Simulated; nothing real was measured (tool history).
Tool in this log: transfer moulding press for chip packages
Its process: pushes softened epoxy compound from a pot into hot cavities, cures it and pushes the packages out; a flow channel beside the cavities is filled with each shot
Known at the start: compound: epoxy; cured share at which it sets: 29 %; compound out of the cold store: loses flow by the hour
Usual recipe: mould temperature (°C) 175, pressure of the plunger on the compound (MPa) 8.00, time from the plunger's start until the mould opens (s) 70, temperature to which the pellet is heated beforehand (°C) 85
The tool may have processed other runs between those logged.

run,hour,mould temperature (°C),pressure of the plunger on the compound (MPa),time from the plunger's start until the mould opens (s),temperature to which the pellet is heated beforehand (°C),incoming compound's hours out of the cold store,length that the compound runs in the flow channel (mm),greatest force on the pins that push the packages out (N)
1,0.0,175,8.00,70,85,11.8,760,638
2,10.8,175,8.00,70,85,27.7,709,668
3,20.7,175,8.00,70,82,22.7,724,753
4,28.9,175,8.00,70,82,17.9,738,822
5,34.1,175,8.00,70,85,29.1,707,827
6,44.8,175,8.00,70,85,38.5,676,816
7,55.5,175,8.00,70,85,37.0,677,856
8,61.6,175,9.02,70,85,25.9,753,918
# hour 68.9: cavities cleaned with cleaning compound and waxed
9,71.9,175,9.02,70,85,47.9,688,1109
10,79.5,175,9.02,70,85,24.0,761,1153
11,88.1,175,9.02,70,89,32.6,734,1124
12,98.0,179,8.00,70,85,32.6,681,917
13,106.8,179,8.00,70,85,12.4,743,888
14,115.9,179,8.00,70,85,39.5,667,875
15,121.9,179,8.00,70,85,13.7,736,866
16,128.0,179,8.00,70,85,44.8,647,837
# hour 134.7: cavities cleaned with cleaning compound and waxed, once more
17,140.8,174,6.52,91,95,19.5,654,382
18,149.2,169,8.00,94,92,13.6,758,496
19,154.4,169,8.00,94,92,34.4,695,511
20,163.4,169,8.00,94,92,18.1,742,571
21,168.6,175,7.09,60,76,30.7,650,1123
22,175.5,172,8.00,70,79,13.6,749,984
23,187.1,175,8.00,70,83,23.6,711,812
24,193.1,175,8.00,70,83,43.0,656,816
25,199.4,168,8.00,70,78,19.0,739,1498
26,209.8,181,8.00,70,81,23.5,702,670
# hour 219.9: cavities cleaned with cleaning compound and waxed
27,220.6,179,8.00,62,79,28.8,686,520
28,232.0,179,8.00,105,77,16.2,724,375
29,237.0,179,8.00,105,77,27.5,688,411

What if the next run were any one of these 3? Each begins from the tool's condition after run 29:
A,248.2,173,10.00,75,77,28.4,?,?
B,248.2,172,8.00,103,84,10.2,?,?
C,248.2,179,8.00,105,86,23.1,?,?

run,length that the compound runs in the flow channel (mm),greatest force on the pins that push the packages out (N)
A,783,711
B,756,474
C,700,446
Without the tool's hidden state the same runs would have given:
run,length that the compound runs in the flow channel (mm),greatest force on the pins that push the packages out (N)
A,801,475
B,773,316
C,715,300
